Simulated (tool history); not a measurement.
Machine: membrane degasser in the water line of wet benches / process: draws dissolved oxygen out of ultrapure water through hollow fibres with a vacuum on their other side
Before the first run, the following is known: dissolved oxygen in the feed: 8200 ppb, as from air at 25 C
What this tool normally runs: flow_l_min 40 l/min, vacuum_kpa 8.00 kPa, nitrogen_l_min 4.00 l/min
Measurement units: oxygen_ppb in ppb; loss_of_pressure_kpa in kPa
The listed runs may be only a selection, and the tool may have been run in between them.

run	day	flow_l_min	vacuum_kpa	nitrogen_l_min	oxygen_ppb	loss_of_pressure_kpa
1	0.000	40	8.00	4.00	117.9	43.29
2	11.029	40	8.00	6.61	75.9	43.73
3	17.496	40	8.00	4.00	119.7	43.43
4	24.012	40	8.00	4.00	119.5	43.71
5	28.558	40	8.00	4.00	119.9	43.38
6	39.096	40	8.00	4.00	120.2	43.62
7	44.004	40	8.00	4.00	118.5	44.14
8	48.483	40	8.00	4.00	120.0	43.58
9	54.654	40	8.00	4.00	120.6	43.53
10	65.575	40	8.00	1.86	233.8	43.85
11	71.783	40	6.77	4.00	93.3	44.11
12	81.667	40	6.77	4.00	92.9	44.00
# day 84.275: seals of the vacuum lines changed
13	90.329	40	6.77	4.00	92.7	44.09
14	98.233	40	6.77	4.00	92.7	44.27
15	105.529	40	6.52	4.00	87.5	44.03
16	110.425	40	8.00	2.88	161.7	44.39
17	116.708	40	6.82	1.71	197.0	43.85
# day 117.404: vacuum gauge calibrated
18	121.821	39	7.63	3.25	136.0	43.34
19	130.412	31	18.02	5.60	202.9	34.25
20	138.779	44	12.54	10.08	109.2	49.08
21	148.921	44	12.54	10.08	109.4	48.91
22	159.700	64	12.54	4.55	323.1	71.57

What does the tool deliver on the next run?
# day 161.142: vacuum gauge calibrated, once more
23	169.038	58	8.00	5.53	?	?

{"run 23": {"oxygen_ppb": 131.8, "loss_of_pressure_kpa": 64.26}}
On a tool with no hidden condition, and with the same random variation, this run would have come out at oxygen_ppb 128.8 ppb, loss_of_pressure_kpa 61.76 kPa.
